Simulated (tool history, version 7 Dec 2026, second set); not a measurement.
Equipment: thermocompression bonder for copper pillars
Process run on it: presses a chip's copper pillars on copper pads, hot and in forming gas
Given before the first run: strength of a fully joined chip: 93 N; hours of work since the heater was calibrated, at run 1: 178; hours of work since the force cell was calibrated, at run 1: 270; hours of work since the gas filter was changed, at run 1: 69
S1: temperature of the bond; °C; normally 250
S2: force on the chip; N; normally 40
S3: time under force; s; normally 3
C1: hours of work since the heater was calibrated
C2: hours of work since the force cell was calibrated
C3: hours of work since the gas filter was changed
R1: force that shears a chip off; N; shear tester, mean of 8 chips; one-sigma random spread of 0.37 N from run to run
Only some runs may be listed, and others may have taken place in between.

| run | hour | S1 | S2 | S3 | C1 | C2 | C3 | R1 |
|---|---|---|---|---|---|---|---|---|
| 1 | 0.0 | 250 | 40 | 3 | 178 | 270 | 69 | 45.0 |
| 2 | 19.9 | 250 | 40 | 3 | 189 | 282 | 81 | 44.7 |
| 3 | 42.3 | 250 | 40 | 3 | 203 | 295 | 94 | 44.0 |
| 4 | 59.3 | 250 | 40 | 2 | 213 | 305 | 105 | 38.2 |
| 5 | 76.2 | 250 | 40 | 2 | 223 | 315 | 115 | 37.5 |
| 6 | 97.9 | 250 | 40 | 3 | 236 | 328 | 128 | 43.7 |
| 7 | 110.5 | 259 | 40 | 3 | 244 | 336 | 135 | 47.4 |
| 8 | 132.0 | 259 | 40 | 3 | 256 | 349 | 148 | 48.2 |
| 9 | 156.3 | 256 | 40 | 3 | 271 | 363 | 162 | 46.1 |
| 10 | 179.3 | 256 | 40 | 3 | 285 | 377 | 176 | 46.4 |
| 11 | 190.5 | 256 | 40 | 3 | 291 | 383 | 183 | 45.5 |
| 12 | 205.2 | 248 | 40 | 3 | 300 | 392 | 192 | 42.5 |
| 13 | 216.4 | 250 | 47 | 3 | 307 | 399 | 198 | 49.1 |
| 14 | 234.9 | 250 | 47 | 5 | 318 | 410 | 209 | 56.9 |
| 15 | 251.0 | 250 | 35 | 3 | 327 | 420 | 219 | 38.6 |
| 16 | 266.2 | 237 | 40 | 3 | 336 | 429 | 228 | 37.0 |
| 17 | 287.5 | 237 | 40 | 3 | 349 | 441 | 241 | 37.5 |
| 18 | 311.7 | 237 | 40 | 3 | 364 | 456 | 255 | 37.6 |
| 19 | 322.4 | 237 | 40 | 3 | 370 | 462 | 262 | 36.8 |
|  | 326.4 | heater calibrated with a thermocouple chip |
| 20 | 343.5 | 250 | 40 | 3 | 10 | 474 | 273 | 43.3 |
|  | 352.6 | forming gas filter changed |
| 21 | 368.3 | 250 | 40 | 3 | 25 | 488 | 9 | 47.8 |
| 22 | 390.9 | 264 | 40 | 4 | 38 | 502 | 23 | 58.6 |
|  | 399.7 | heater calibrated with a thermocouple chip, once more |
| 23 | 416.1 | 264 | 40 | 4 | 10 | 515 | 37 | 55.3 |
| 24 | 441.1 | 243 | 33 | 4 | 25 | 530 | 52 | 38.6 |
| 25 | 458.9 | 243 | 33 | 4 | 35 | 541 | 62 | 38.5 |
| 26 | 479.7 | 247 | 50 | 3 | 48 | 553 | 75 | 49.9 |
| 27 | 500.3 | 239 | 40 | 2 | 60 | 566 | 87 | 33.1 |
| 28 | 517.8 | 239 | 40 | 2 | 71 | 576 | 97 | 33.0 |
| 29 | 542.0 | 250 | 51 | 2 | 85 | 591 | 112 | 45.8 |
| 30 | 566.6 | 250 | 28 | 7 | 100 | 605 | 127 | 44.1 |
| 31 | 580.2 | 250 | 28 | 4 | 108 | 613 | 135 | 36.1 |
| 32 | 605.4 | 250 | 28 | 4 | 123 | 628 | 150 | 35.9 |
| 33 | 622.7 | 250 | 28 | 4 | 133 | 639 | 160 | 35.5 |
| 34 | 637.6 | 273 | 50 | 8 | 142 | 648 | 169 | 74.7 |
| 35 | 651.4 | 254 | 50 | 2 | 150 | 656 | 177 | 45.7 |
| 36 | 666.1 | 252 | 34 | 7 | 159 | 665 | 186 | 52.1 |
| 37 | 682.1 | 257 | 34 | 3 | 169 | 674 | 196 | 40.0 |
| 38 | 707.7 | 257 | 34 | 3 | 184 | 689 | 211 | 40.4 |
| 39 | 733.4 | 227 | 32 | 3 | 199 | 705 | 226 | 27.3 |
| 40 | 753.5 | 235 | 26 | 3 | 211 | 717 | 238 | 24.6 |

Branching from run 40: 3 alternative next runs. What would each branch give?
| A | 765.5 | 250 | 40 | 9 | 218 | 724 | 245 | ? |
| B | 765.5 | 258 | 50 | 8 | 218 | 724 | 245 | ? |
| C | 765.5 | 243 | 26 | 3 | 218 | 724 | 245 | ? |

| run | R1 |
|---|---|
| A | 59.4 |
| B | 68.6 |
| C | 27.3 |
The same runs, with their run-to-run variation unchanged, on a tool lacking any hidden condition would have given:
| run | R1 |
|---|---|
| A | 62.5 |
| B | 72.9 |
| C | 28.0 |
